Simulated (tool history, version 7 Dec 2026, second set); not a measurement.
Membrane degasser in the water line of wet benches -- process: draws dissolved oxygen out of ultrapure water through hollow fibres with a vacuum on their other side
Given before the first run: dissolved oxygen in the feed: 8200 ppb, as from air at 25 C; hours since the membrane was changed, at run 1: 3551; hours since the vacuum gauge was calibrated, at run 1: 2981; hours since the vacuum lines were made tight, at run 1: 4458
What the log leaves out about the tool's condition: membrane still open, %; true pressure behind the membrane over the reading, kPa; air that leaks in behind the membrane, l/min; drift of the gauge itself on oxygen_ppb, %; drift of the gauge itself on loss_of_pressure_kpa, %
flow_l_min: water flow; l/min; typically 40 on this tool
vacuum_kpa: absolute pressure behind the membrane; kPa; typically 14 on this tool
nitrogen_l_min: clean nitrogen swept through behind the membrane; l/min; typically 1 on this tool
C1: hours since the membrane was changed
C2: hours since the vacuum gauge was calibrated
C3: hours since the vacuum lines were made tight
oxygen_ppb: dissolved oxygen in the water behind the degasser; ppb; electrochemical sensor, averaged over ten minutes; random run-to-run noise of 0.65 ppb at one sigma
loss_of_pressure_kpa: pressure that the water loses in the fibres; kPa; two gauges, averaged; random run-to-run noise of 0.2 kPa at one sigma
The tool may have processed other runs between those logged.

{"run": 1, "hour": 0.0, "flow_l_min": 40, "vacuum_kpa": 14, "nitrogen_l_min": 1, "C1": 3551, "C2": 2981, "C3": 4458, "oxygen_ppb": 810.2, "loss_of_pressure_kpa": 44.54}
{"run": 2, "hour": 58.7, "flow_l_min": 40, "vacuum_kpa": 14, "nitrogen_l_min": 1.15, "C1": 3610, "C2": 3040, "C3": 4516, "oxygen_ppb": 727.8, "loss_of_pressure_kpa": 44.62}
{"run": 3, "hour": 175.6, "flow_l_min": 40, "vacuum_kpa": 14, "nitrogen_l_min": 1.15, "C1": 3726, "C2": 3156, "C3": 4633, "oxygen_ppb": 729.8, "loss_of_pressure_kpa": 44.27}
{"run": 4, "hour": 275.4, "flow_l_min": 30, "vacuum_kpa": 14, "nitrogen_l_min": 1, "C1": 3826, "C2": 3256, "C3": 4733, "oxygen_ppb": 650.4, "loss_of_pressure_kpa": 33.59}
{"run": 5, "hour": 379.5, "flow_l_min": 30, "vacuum_kpa": 14, "nitrogen_l_min": 1, "C1": 3930, "C2": 3360, "C3": 4837, "oxygen_ppb": 650.3, "loss_of_pressure_kpa": 33.58}
{"run": 6, "hour": 508.3, "flow_l_min": 40, "vacuum_kpa": 33.5, "nitrogen_l_min": 1, "C1": 4059, "C2": 3489, "C3": 4966, "oxygen_ppb": 1963.8, "loss_of_pressure_kpa": 44.57}
{"run": 7, "hour": 615.5, "flow_l_min": 40, "vacuum_kpa": 31.8, "nitrogen_l_min": 1, "C1": 4166, "C2": 3596, "C3": 5073, "oxygen_ppb": 1874, "loss_of_pressure_kpa": 44.37}
{"run": 8, "hour": 730.6, "flow_l_min": 40, "vacuum_kpa": 14, "nitrogen_l_min": 1, "C1": 4281, "C2": 3711, "C3": 5188, "oxygen_ppb": 810.8, "loss_of_pressure_kpa": 44.97}
{"run": 9, "hour": 848.5, "flow_l_min": 38, "vacuum_kpa": 14, "nitrogen_l_min": 1, "C1": 4399, "C2": 3829, "C3": 5306, "oxygen_ppb": 780.6, "loss_of_pressure_kpa": 42.85}
{"run": 10, "hour": 983.4, "flow_l_min": 38, "vacuum_kpa": 14, "nitrogen_l_min": 1, "C1": 4534, "C2": 3964, "C3": 5441, "oxygen_ppb": 779, "loss_of_pressure_kpa": 42.57}
{"run": 11, "hour": 1076.0, "flow_l_min": 27, "vacuum_kpa": 14, "nitrogen_l_min": 1, "C1": 4627, "C2": 4057, "C3": 5534, "oxygen_ppb": 601, "loss_of_pressure_kpa": 30.68}
{"run": 12, "hour": 1185.6, "flow_l_min": 27, "vacuum_kpa": 14, "nitrogen_l_min": 1, "C1": 4736, "C2": 4166, "C3": 5643, "oxygen_ppb": 600.5, "loss_of_pressure_kpa": 30.61}
{"run": 13, "hour": 1248.0, "flow_l_min": 27, "vacuum_kpa": 14, "nitrogen_l_min": 1, "C1": 4799, "C2": 4229, "C3": 5706, "oxygen_ppb": 600.2, "loss_of_pressure_kpa": 30.63}
{"run": 14, "hour": 1323.7, "flow_l_min": 24, "vacuum_kpa": 14, "nitrogen_l_min": 1, "C1": 4874, "C2": 4304, "C3": 5781, "oxygen_ppb": 547.4, "loss_of_pressure_kpa": 26.93}
{"run": 15, "hour": 1384.8, "flow_l_min": 24, "vacuum_kpa": 14, "nitrogen_l_min": 1.59, "C1": 4936, "C2": 4366, "C3": 5842, "oxygen_ppb": 370.7, "loss_of_pressure_kpa": 26.87}
{"hour": 1501.7, "done": "seals of the vacuum lines changed"}
{"run": 16, "hour": 1508.1, "flow_l_min": 24, "vacuum_kpa": 14, "nitrogen_l_min": 1.59, "C1": 5057, "C2": 4487, "C3": 6, "oxygen_ppb": 364.9, "loss_of_pressure_kpa": 27.07}
{"hour": 1517.6, "done": "vacuum gauge calibrated"}
{"run": 17, "hour": 1587.7, "flow_l_min": 24, "vacuum_kpa": 14, "nitrogen_l_min": 1.59, "C1": 5136, "C2": 70, "C3": 85, "oxygen_ppb": 365.3, "loss_of_pressure_kpa": 26.81}
{"run": 18, "hour": 1678.7, "flow_l_min": 25, "vacuum_kpa": 14, "nitrogen_l_min": 1.43, "C1": 5227, "C2": 161, "C3": 176, "oxygen_ppb": 415.7, "loss_of_pressure_kpa": 27.96}
{"run": 19, "hour": 1775.8, "flow_l_min": 40, "vacuum_kpa": 32, "nitrogen_l_min": 0.7, "C1": 5324, "C2": 258, "C3": 274, "oxygen_ppb": 2360.6, "loss_of_pressure_kpa": 44.89}
{"run": 20, "hour": 1837.5, "flow_l_min": 38, "vacuum_kpa": 17.3, "nitrogen_l_min": 1, "C1": 5386, "C2": 320, "C3": 335, "oxygen_ppb": 992.1, "loss_of_pressure_kpa": 42.83}
{"run": 21, "hour": 1934.2, "flow_l_min": 38, "vacuum_kpa": 17.3, "nitrogen_l_min": 1, "C1": 5482, "C2": 417, "C3": 432, "oxygen_ppb": 990.7, "loss_of_pressure_kpa": 42.88}
{"run": 22, "hour": 2046.3, "flow_l_min": 38, "vacuum_kpa": 17.3, "nitrogen_l_min": 1, "C1": 5595, "C2": 529, "C3": 544, "oxygen_ppb": 991.6, "loss_of_pressure_kpa": 42.92}
{"run": 23, "hour": 2141.9, "flow_l_min": 38, "vacuum_kpa": 17.3, "nitrogen_l_min": 1, "C1": 5690, "C2": 624, "C3": 640, "oxygen_ppb": 991.1, "loss_of_pressure_kpa": 42.79}
{"hour": 2222.4, "done": "vacuum gauge calibrated, once more"}
{"run": 24, "hour": 2227.1, "flow_l_min": 38, "vacuum_kpa": 17.3, "nitrogen_l_min": 1, "C1": 5775, "C2": 5, "C3": 724, "oxygen_ppb": 977, "loss_of_pressure_kpa": 42.94}
{"run": 25, "hour": 2320.0, "flow_l_min": 49, "vacuum_kpa": 14, "nitrogen_l_min": 0.61, "C1": 5868, "C2": 98, "C3": 817, "oxygen_ppb": 1282.5, "loss_of_pressure_kpa": 56.11}
{"run": 26, "hour": 2410.4, "flow_l_min": 40, "vacuum_kpa": 9.5, "nitrogen_l_min": 1, "C1": 5958, "C2": 188, "C3": 908, "oxygen_ppb": 478.4, "loss_of_pressure_kpa": 45.2}
{"run": 27, "hour": 2474.9, "flow_l_min": 40, "vacuum_kpa": 23.5, "nitrogen_l_min": 0.66, "C1": 6023, "C2": 252, "C3": 972, "oxygen_ppb": 1844.3, "loss_of_pressure_kpa": 45.65}
{"run": 28, "hour": 2537.0, "flow_l_min": 40, "vacuum_kpa": 14, "nitrogen_l_min": 1.54, "C1": 6085, "C2": 315, "C3": 1034, "oxygen_ppb": 567.8, "loss_of_pressure_kpa": 45.34}
{"run": 29, "hour": 2606.9, "flow_l_min": 40, "vacuum_kpa": 14, "nitrogen_l_min": 1.54, "C1": 6155, "C2": 384, "C3": 1104, "oxygen_ppb": 569.9, "loss_of_pressure_kpa": 45.15}
{"run": 30, "hour": 2742.3, "flow_l_min": 52, "vacuum_kpa": 16.1, "nitrogen_l_min": 0.55, "C1": 6290, "C2": 520, "C3": 1240, "oxygen_ppb": 1650.8, "loss_of_pressure_kpa": 59.48}
{"run": 31, "hour": 2830.2, "flow_l_min": 52, "vacuum_kpa": 15.3, "nitrogen_l_min": 0.55, "C1": 6378, "C2": 608, "C3": 1327, "oxygen_ppb": 1565.3, "loss_of_pressure_kpa": 59.13}
{"run": 32, "hour": 2905.4, "flow_l_min": 52, "vacuum_kpa": 15.3, "nitrogen_l_min": 0.55, "C1": 6453, "C2": 683, "C3": 1403, "oxygen_ppb": 1563.7, "loss_of_pressure_kpa": 59.46}
{"run": 33, "hour": 2964.4, "flow_l_min": 40, "vacuum_kpa": 14, "nitrogen_l_min": 2.33, "C1": 6512, "C2": 742, "C3": 1462, "oxygen_ppb": 403.4, "loss_of_pressure_kpa": 45.87}

Branching from run 33: 3 alternative next runs. What would each branch give?
{"run": "A", "hour": 3027.3, "flow_l_min": 40, "vacuum_kpa": 30.8, "nitrogen_l_min": 2.03, "C1": 6575, "C2": 805, "C3": 1525, "oxygen_ppb": "?", "loss_of_pressure_kpa": "?"}
{"run": "B", "hour": 3027.3, "flow_l_min": 36, "vacuum_kpa": 18.6, "nitrogen_l_min": 0.42, "C1": 6575, "C2": 805, "C3": 1525, "oxygen_ppb": "?", "loss_of_pressure_kpa": "?"}
{"run": "C", "hour": 3027.3, "flow_l_min": 40, "vacuum_kpa": 10.8, "nitrogen_l_min": 2.33, "C1": 6575, "C2": 805, "C3": 1525, "oxygen_ppb": "?", "loss_of_pressure_kpa": "?"}

run=A oxygen_ppb=1075.1 loss_of_pressure_kpa=45.47
run=B oxygen_ppb=1805.5 loss_of_pressure_kpa=41.07
run=C oxygen_ppb=287.3 loss_of_pressure_kpa=45.56
With the hidden condition removed and each run's random variation left untouched, the same runs would have given:
run=A oxygen_ppb=1072.6 loss_of_pressure_kpa=43.17
run=B oxygen_ppb=1816.2 loss_of_pressure_kpa=39
run=C oxygen_ppb=287.5 loss_of_pressure_kpa=43.26

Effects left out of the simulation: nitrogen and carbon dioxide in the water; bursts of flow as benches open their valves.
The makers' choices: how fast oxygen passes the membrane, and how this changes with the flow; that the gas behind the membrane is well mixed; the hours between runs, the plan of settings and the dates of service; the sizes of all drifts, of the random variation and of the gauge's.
